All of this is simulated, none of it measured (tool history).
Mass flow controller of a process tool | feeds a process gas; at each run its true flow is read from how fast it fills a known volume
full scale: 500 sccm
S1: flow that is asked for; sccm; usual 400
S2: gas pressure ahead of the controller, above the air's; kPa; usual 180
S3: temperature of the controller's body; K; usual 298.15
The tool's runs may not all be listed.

run 1 day=0 | S1=400 S2=180 S3=298.15 | true_flow_(%)=99.38
run 2 day=10.083 | S1=400 S2=180 S3=298.15 | true_flow_(%)=99.21
run 3 day=25.608 | S1=60 S2=180 S3=298.15 | true_flow_(%)=97.27
run 4 day=37.9 | S1=60 S2=180 S3=298.15 | true_flow_(%)=97.38
run 5 day=45.075 | S1=60 S2=180 S3=298.15 | true_flow_(%)=97.22
run 6 day=54.146 | S1=400 S2=180 S3=298.15 | true_flow_(%)=98.83
run 7 day=64.062 | S1=400 S2=180 S3=298.15 | true_flow_(%)=99.01
run 8 day=74.629 | S1=400 S2=180 S3=298.15 | true_flow_(%)=98.89
run 9 day=83.879 | S1=400 S2=254 S3=298.15 | true_flow_(%)=99.32
run 10 day=96.575 | S1=400 S2=180 S3=299.15 | true_flow_(%)=98.75
run 11 day=107.942 | S1=400 S2=212 S3=298.15 | true_flow_(%)=98.73
run 12 day=120.662 | S1=99 S2=163 S3=310.15 | true_flow_(%)=97.33
run 13 day=131.117 | S1=400 S2=219 S3=311.15 | true_flow_(%)=99.33
run 14 day=141.054 | S1=213 S2=180 S3=298.15 | true_flow_(%)=97.5
run 15 day=157.738 | S1=437 S2=180 S3=300.15 | true_flow_(%)=98.49
run 16 day=174.358 | S1=52 S2=180 S3=308.15 | true_flow_(%)=96.88
run 17 day=186.533 | S1=52 S2=180 S3=308.15 | true_flow_(%)=96.65
-- day=193.946 controller exchanged for a calibrated one
run 18 day=198.367 | S1=202 S2=180 S3=308.15 | true_flow_(%)=97.44
run 19 day=209.675 | S1=157 S2=255 S3=303.15 | true_flow_(%)=97.5
run 20 day=220.733 | S1=288 S2=151 S3=307.15 | true_flow_(%)=97.51

Forecast run 21:
run 21 day=233.412 | S1=154 S2=190 S3=298.15 | true_flow_(%)=?

{"run 21": {"true flow (%)": 96.65}}
Without the tool's hidden state the same run would have given true flow (%) 98.18.

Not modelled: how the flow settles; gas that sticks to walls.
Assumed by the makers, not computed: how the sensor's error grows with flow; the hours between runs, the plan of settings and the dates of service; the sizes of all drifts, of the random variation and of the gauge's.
